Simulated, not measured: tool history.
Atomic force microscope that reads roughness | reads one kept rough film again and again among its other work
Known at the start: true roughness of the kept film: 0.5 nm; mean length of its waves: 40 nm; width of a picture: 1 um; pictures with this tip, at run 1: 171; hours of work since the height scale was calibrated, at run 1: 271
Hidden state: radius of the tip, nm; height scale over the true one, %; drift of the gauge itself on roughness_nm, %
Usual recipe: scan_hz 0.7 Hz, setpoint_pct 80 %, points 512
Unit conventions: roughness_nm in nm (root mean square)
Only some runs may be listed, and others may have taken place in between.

| run | hour | scan_hz | setpoint_pct | points | pictures with this tip | hours of work since the height scale was calibrated | roughness_nm |
|---|---|---|---|---|---|---|---|
| 1 | 0 | 0.7 | 80 | 512 | 171 | 271 | 0.484 |
|  | 6.2 | new tip fitted |
| 2 | 29 | 0.7 | 80 | 512 | 28 | 283 | 0.485 |
| 3 | 65.7 | 0.7 | 80 | 512 | 72 | 298 | 0.485 |
| 4 | 95.8 | 0.7 | 80 | 512 | 108 | 311 | 0.484 |
| 5 | 114.6 | 0.7 | 80 | 846 | 131 | 319 | 0.485 |
| 6 | 142.4 | 0.7 | 80 | 846 | 165 | 331 | 0.484 |
|  | 151.5 | new tip fitted |
| 7 | 166.7 | 0.7 | 80 | 846 | 18 | 341 | 0.485 |
| 8 | 206.4 | 0.7 | 80 | 846 | 66 | 357 | 0.484 |
| 9 | 243.3 | 0.7 | 80 | 846 | 111 | 373 | 0.484 |
| 10 | 263.8 | 0.7 | 80 | 846 | 136 | 381 | 0.485 |
|  | 298.5 | new tip fitted |
| 11 | 302.7 | 0.7 | 80 | 846 | 5 | 397 | 0.485 |
| 12 | 336.7 | 0.7 | 80 | 468 | 46 | 412 | 0.484 |
| 13 | 354.9 | 0.7 | 80 | 299 | 68 | 419 | 0.482 |
| 14 | 382.5 | 0.7 | 80 | 299 | 101 | 431 | 0.484 |
| 15 | 416.2 | 0.7 | 65 | 512 | 142 | 445 | 0.491 |
| 16 | 433.1 | 0.7 | 65 | 512 | 162 | 452 | 0.49 |
|  | 445 | new tip fitted |
| 17 | 473.6 | 1.43 | 65 | 512 | 35 | 469 | 0.485 |
| 18 | 505.4 | 1.43 | 65 | 512 | 73 | 482 | 0.484 |
| 19 | 541.8 | 1.43 | 65 | 512 | 117 | 498 | 0.485 |
| 20 | 565 | 1.43 | 65 | 512 | 145 | 507 | 0.486 |
|  | 591.3 | new tip fitted |
| 21 | 603 | 1.43 | 65 | 512 | 14 | 523 | 0.486 |
| 22 | 629.2 | 0.7 | 80 | 512 | 46 | 534 | 0.483 |
| 23 | 658.7 | 0.7 | 80 | 512 | 82 | 546 | 0.483 |
| 24 | 681.7 | 0.7 | 80 | 512 | 110 | 556 | 0.485 |
| 25 | 698.4 | 0.7 | 80 | 512 | 130 | 563 | 0.481 |
| 26 | 727.5 | 0.7 | 80 | 512 | 165 | 575 | 0.483 |
|  | 737.1 | new tip fitted |
| 27 | 767.5 | 3.9 | 80 | 802 | 37 | 592 | 0.444 |
| 28 | 803.3 | 3.9 | 60 | 937 | 80 | 607 | 0.477 |
| 29 | 841.6 | 3.9 | 60 | 937 | 126 | 623 | 0.477 |
| 30 | 871.4 | 1.078 | 56 | 381 | 162 | 635 | 0.489 |
|  | 883.7 | new tip fitted |
| 31 | 889.9 | 0.7 | 75 | 721 | 8 | 643 | 0.487 |
| 32 | 929.1 | 1.483 | 77 | 847 | 55 | 659 | 0.479 |
| 33 | 952.9 | 3.27 | 73 | 504 | 84 | 669 | 0.465 |
| 34 | 983.4 | 3.27 | 73 | 504 | 121 | 682 | 0.464 |
| 35 | 1017.3 | 0.621 | 73 | 720 | 162 | 697 | 0.489 |
|  | 1030.3 | new tip fitted |
| 36 | 1055.4 | 3.365 | 85 | 627 | 30 | 712 | 0.44 |
| 37 | 1076.1 | 0.7 | 65 | 512 | 55 | 721 | 0.491 |
| 38 | 1105.9 | 2.98 | 82 | 498 | 91 | 733 | 0.451 |
| 39 | 1136.7 | 2.98 | 82 | 498 | 128 | 746 | 0.453 |
| 40 | 1160.5 | 1.918 | 75 | 498 | 157 | 756 | 0.475 |
|  | 1176.3 | new tip fitted |
| 41 | 1190.9 | 1.219 | 87 | 512 | 17 | 769 | 0.472 |
| 42 | 1215.9 | 3.351 | 88 | 397 | 47 | 779 | 0.432 |
| 43 | 1236.7 | 0.741 | 63 | 335 | 73 | 788 | 0.489 |
| 44 | 1260.9 | 0.741 | 63 | 335 | 102 | 798 | 0.491 |
| 45 | 1290.2 | 0.741 | 63 | 335 | 137 | 811 | 0.49 |
|  | 1322 | new tip fitted |
| 46 | 1326.3 | 0.741 | 63 | 335 | 5 | 826 | 0.489 |
| 47 | 1359.9 | 0.741 | 63 | 335 | 46 | 840 | 0.488 |
| 48 | 1397.3 | 1.131 | 71 | 473 | 91 | 855 | 0.485 |
| 49 | 1421.2 | 3.833 | 58 | 495 | 120 | 865 | 0.48 |
| 50 | 1455.9 | 1.176 | 88 | 939 | 162 | 880 | 0.47 |
|  | 1469.4 | new tip fitted |
| 51 | 1494.8 | 1.077 | 56 | 839 | 31 | 896 | 0.493 |
| 52 | 1515 | 0.508 | 90 | 512 | 56 | 905 | 0.483 |

5 ways to go on from here, each from the tool as it stands after run 52. What would each give?
| A | 1531.9 | 2.124 | 70 | 512 | 76 | 912 | ? |
| B | 1531.9 | 2.178 | 84 | 746 | 76 | 912 | ? |
| C | 1531.9 | 1.692 | 84 | 512 | 76 | 912 | ? |
| D | 1531.9 | 1.63 | 89 | 512 | 76 | 912 | ? |
| E | 1531.9 | 0.508 | 84 | 512 | 76 | 912 | ? |

| run | roughness_nm |
|---|---|
| A | 0.476 |
| B | 0.46 |
| C | 0.468 |
| D | 0.462 |
| E | 0.484 |
Take away the tool's hidden state, keep each run's random variation, and the runs would have read:
| run | roughness_nm |
|---|---|
| A | 0.476 |
| B | 0.46 |
| C | 0.468 |
| D | 0.462 |
| E | 0.484 |

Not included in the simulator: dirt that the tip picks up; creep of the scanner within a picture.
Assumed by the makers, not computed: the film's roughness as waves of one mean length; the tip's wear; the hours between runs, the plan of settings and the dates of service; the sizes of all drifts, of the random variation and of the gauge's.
